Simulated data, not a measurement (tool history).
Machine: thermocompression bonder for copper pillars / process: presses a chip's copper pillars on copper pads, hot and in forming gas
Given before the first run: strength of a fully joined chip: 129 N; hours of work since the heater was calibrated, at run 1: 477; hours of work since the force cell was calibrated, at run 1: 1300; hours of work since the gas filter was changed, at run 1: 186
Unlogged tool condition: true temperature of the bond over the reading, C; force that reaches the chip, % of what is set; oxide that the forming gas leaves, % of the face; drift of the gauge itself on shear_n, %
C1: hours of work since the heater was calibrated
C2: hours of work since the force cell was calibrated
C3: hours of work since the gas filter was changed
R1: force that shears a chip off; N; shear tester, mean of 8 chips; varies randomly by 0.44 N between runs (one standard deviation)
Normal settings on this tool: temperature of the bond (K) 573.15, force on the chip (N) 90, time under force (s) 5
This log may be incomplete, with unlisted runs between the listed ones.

run 1 day=0 | temperature_of_the_bond_(K)=573.15 force_on_the_chip_(N)=90 time_under_force_(s)=5 | C1=477 C2=1300 C3=186 | R1=86.2
run 2 day=1.529 | temperature_of_the_bond_(K)=573.15 force_on_the_chip_(N)=90 time_under_force_(s)=14 | C1=504 C2=1328 C3=214 | R1=105.9
run 3 day=2.55 | temperature_of_the_bond_(K)=573.15 force_on_the_chip_(N)=90 time_under_force_(s)=14 | C1=523 C2=1346 C3=232 | R1=106.3
run 4 day=4.596 | temperature_of_the_bond_(K)=573.15 force_on_the_chip_(N)=90 time_under_force_(s)=5 | C1=560 C2=1383 C3=269 | R1=85.4
run 5 day=6.129 | temperature_of_the_bond_(K)=573.15 force_on_the_chip_(N)=90 time_under_force_(s)=5 | C1=587 C2=1411 C3=297 | R1=84.5
run 6 day=7.871 | temperature_of_the_bond_(K)=573.15 force_on_the_chip_(N)=90 time_under_force_(s)=9 | C1=619 C2=1443 C3=329 | R1=96.2
-- day=8.475 heater calibrated with a thermocouple chip
run 7 day=9.954 | temperature_of_the_bond_(K)=573.15 force_on_the_chip_(N)=90 time_under_force_(s)=9 | C1=27 C2=1479 C3=365 | R1=89.7
run 8 day=11.096 | temperature_of_the_bond_(K)=573.15 force_on_the_chip_(N)=90 time_under_force_(s)=9 | C1=47 C2=1499 C3=385 | R1=88.9
run 9 day=12.233 | temperature_of_the_bond_(K)=573.15 force_on_the_chip_(N)=90 time_under_force_(s)=9 | C1=68 C2=1520 C3=406 | R1=89
run 10 day=13.792 | temperature_of_the_bond_(K)=597.15 force_on_the_chip_(N)=90 time_under_force_(s)=5 | C1=96 C2=1548 C3=434 | R1=86.6
-- day=14.175 forming gas filter changed
run 11 day=15.304 | temperature_of_the_bond_(K)=597.15 force_on_the_chip_(N)=90 time_under_force_(s)=5 | C1=123 C2=1575 C3=20 | R1=94.9
run 12 day=17.65 | temperature_of_the_bond_(K)=597.15 force_on_the_chip_(N)=90 time_under_force_(s)=5 | C1=165 C2=1617 C3=63 | R1=96.2
run 13 day=19.879 | temperature_of_the_bond_(K)=597.15 force_on_the_chip_(N)=90 time_under_force_(s)=5 | C1=206 C2=1658 C3=103 | R1=94.7
run 14 day=21.562 | temperature_of_the_bond_(K)=573.15 force_on_the_chip_(N)=90 time_under_force_(s)=5 | C1=236 C2=1688 C3=133 | R1=83.3
run 15 day=23.9 | temperature_of_the_bond_(K)=573.15 force_on_the_chip_(N)=90 time_under_force_(s)=5 | C1=278 C2=1730 C3=176 | R1=82.6
-- day=24.229 force cell calibrated
run 16 day=26.225 | temperature_of_the_bond_(K)=549.15 force_on_the_chip_(N)=72 time_under_force_(s)=4 | C1=319 C2=36 C3=217 | R1=55.4
run 17 day=27.483 | temperature_of_the_bond_(K)=549.15 force_on_the_chip_(N)=67 time_under_force_(s)=14 | C1=342 C2=59 C3=239 | R1=78.5
run 18 day=28.5 | temperature_of_the_bond_(K)=573.15 force_on_the_chip_(N)=90 time_under_force_(s)=4 | C1=360 C2=77 C3=258 | R1=80.5
run 19 day=30.075 | temperature_of_the_bond_(K)=573.15 force_on_the_chip_(N)=90 time_under_force_(s)=4 | C1=389 C2=106 C3=286 | R1=80.2
run 20 day=32.392 | temperature_of_the_bond_(K)=574.15 force_on_the_chip_(N)=90 time_under_force_(s)=3 | C1=431 C2=147 C3=328 | R1=74.5
run 21 day=34.662 | temperature_of_the_bond_(K)=566.15 force_on_the_chip_(N)=103 time_under_force_(s)=5 | C1=472 C2=188 C3=369 | R1=88.9
run 22 day=36.65 | temperature_of_the_bond_(K)=566.15 force_on_the_chip_(N)=103 time_under_force_(s)=5 | C1=507 C2=224 C3=405 | R1=88.7
run 23 day=37.688 | temperature_of_the_bond_(K)=566.15 force_on_the_chip_(N)=103 time_under_force_(s)=5 | C1=526 C2=243 C3=424 | R1=88.2
-- day=38.738 forming gas filter changed
run 24 day=38.975 | temperature_of_the_bond_(K)=566.15 force_on_the_chip_(N)=103 time_under_force_(s)=5 | C1=549 C2=266 C3=4 | R1=97.4
run 25 day=40.554 | temperature_of_the_bond_(K)=573.15 force_on_the_chip_(N)=102 time_under_force_(s)=13 | C1=578 C2=295 C3=33 | R1=116.6
run 26 day=42.821 | temperature_of_the_bond_(K)=563.15 force_on_the_chip_(N)=99 time_under_force_(s)=5 | C1=619 C2=335 C3=74 | R1=93
-- day=43.462 heater calibrated with a thermocouple chip
run 27 day=44.317 | temperature_of_the_bond_(K)=573.15 force_on_the_chip_(N)=64 time_under_force_(s)=13 | C1=15 C2=361 C3=99 | R1=84.5
run 28 day=45.554 | temperature_of_the_bond_(K)=573.15 force_on_the_chip_(N)=64 time_under_force_(s)=13 | C1=38 C2=383 C3=122 | R1=84.6
run 29 day=46.738 | temperature_of_the_bond_(K)=550.15 force_on_the_chip_(N)=90 time_under_force_(s)=7 | C1=59 C2=405 C3=143 | R1=79.9

Each row is a separate what-if for the run after 29, all from the same tool condition, not one after another. Results?
run A day=47.867 | temperature_of_the_bond_(K)=573.15 force_on_the_chip_(N)=90 time_under_force_(s)=4 | C1=80 C2=425 C3=163 | R1=?
run B day=47.867 | temperature_of_the_bond_(K)=601.15 force_on_the_chip_(N)=84 time_under_force_(s)=7 | C1=80 C2=425 C3=163 | R1=?
run C day=47.867 | temperature_of_the_bond_(K)=562.15 force_on_the_chip_(N)=90 time_under_force_(s)=5 | C1=80 C2=425 C3=163 | R1=?

run=A R1=79.4
run=B R1=99.5
run=C R1=77.9
The same runs, with their run-to-run variation unchanged, on a tool lacking any hidden condition would have given:
run=A R1=82.5
run=B R1=103.5
run=C R1=80.8
